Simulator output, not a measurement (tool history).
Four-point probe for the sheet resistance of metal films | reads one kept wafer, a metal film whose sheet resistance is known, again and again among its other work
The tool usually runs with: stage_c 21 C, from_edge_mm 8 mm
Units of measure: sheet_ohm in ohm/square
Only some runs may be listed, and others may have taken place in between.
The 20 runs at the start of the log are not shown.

run 21 day=81.233 | stage_c=28 from_edge_mm=8 | sheet_ohm=29.278601
run 22 day=85.85 | stage_c=23 from_edge_mm=8 | sheet_ohm=29.334183
run 23 day=91.188 | stage_c=23 from_edge_mm=8 | sheet_ohm=29.331707
run 24 day=95.125 | stage_c=20 from_edge_mm=5 | sheet_ohm=29.517834
run 25 day=98.354 | stage_c=20 from_edge_mm=26 | sheet_ohm=29.274666
run 26 day=101.638 | stage_c=22 from_edge_mm=5 | sheet_ohm=29.490409
run 27 day=106.067 | stage_c=27 from_edge_mm=5 | sheet_ohm=29.414904
run 28 day=110.596 | stage_c=31 from_edge_mm=7 | sheet_ohm=29.252481
run 29 day=114.383 | stage_c=19 from_edge_mm=6 | sheet_ohm=29.443801
run 30 day=118.667 | stage_c=25 from_edge_mm=10 | sheet_ohm=29.246374
run 31 day=123.625 | stage_c=25 from_edge_mm=10 | sheet_ohm=29.239833
run 32 day=126.292 | stage_c=25 from_edge_mm=10 | sheet_ohm=29.244007
run 33 day=130.162 | stage_c=21 from_edge_mm=12 | sheet_ohm=29.274471
run 34 day=133.325 | stage_c=21 from_edge_mm=12 | sheet_ohm=29.266713
run 35 day=136.5 | stage_c=27 from_edge_mm=4 | sheet_ohm=29.53785
run 36 day=139.475 | stage_c=29 from_edge_mm=18 | sheet_ohm=29.140619
run 37 day=143.383 | stage_c=18 from_edge_mm=65 | sheet_ohm=29.265302
run 38 day=145.838 | stage_c=19 from_edge_mm=8 | sheet_ohm=29.339697
run 39 day=150.462 | stage_c=21 from_edge_mm=12 | sheet_ohm=29.261297
run 40 day=152.775 | stage_c=33 from_edge_mm=3 | sheet_ohm=29.748276
run 41 day=156.804 | stage_c=33 from_edge_mm=3 | sheet_ohm=29.750679
run 42 day=160.771 | stage_c=33 from_edge_mm=3 | sheet_ohm=29.749583
run 43 day=165.146 | stage_c=25 from_edge_mm=14 | sheet_ohm=29.178871
run 44 day=170.871 | stage_c=34 from_edge_mm=4 | sheet_ohm=29.425016
-- day=173.833 stage's thermometer calibrated
run 45 day=173.833 | stage_c=26 from_edge_mm=18 | sheet_ohm=29.171676

What if the next run were any one of these 3? Each begins from the tool's condition after run 45:
run A day=178.479 | stage_c=27 from_edge_mm=10 | sheet_ohm=?
run B day=178.479 | stage_c=26 from_edge_mm=8 | sheet_ohm=?
run C day=178.479 | stage_c=33 from_edge_mm=9 | sheet_ohm=?

run=A sheet_ohm=29.19773
run=B sheet_ohm=29.252625
run=C sheet_ohm=29.144283
Stripped of hidden state, with their random variation kept, the same runs would have yielded:
run=A sheet_ohm=29.587467
run=B sheet_ohm=29.643058
run=C sheet_ohm=29.533291
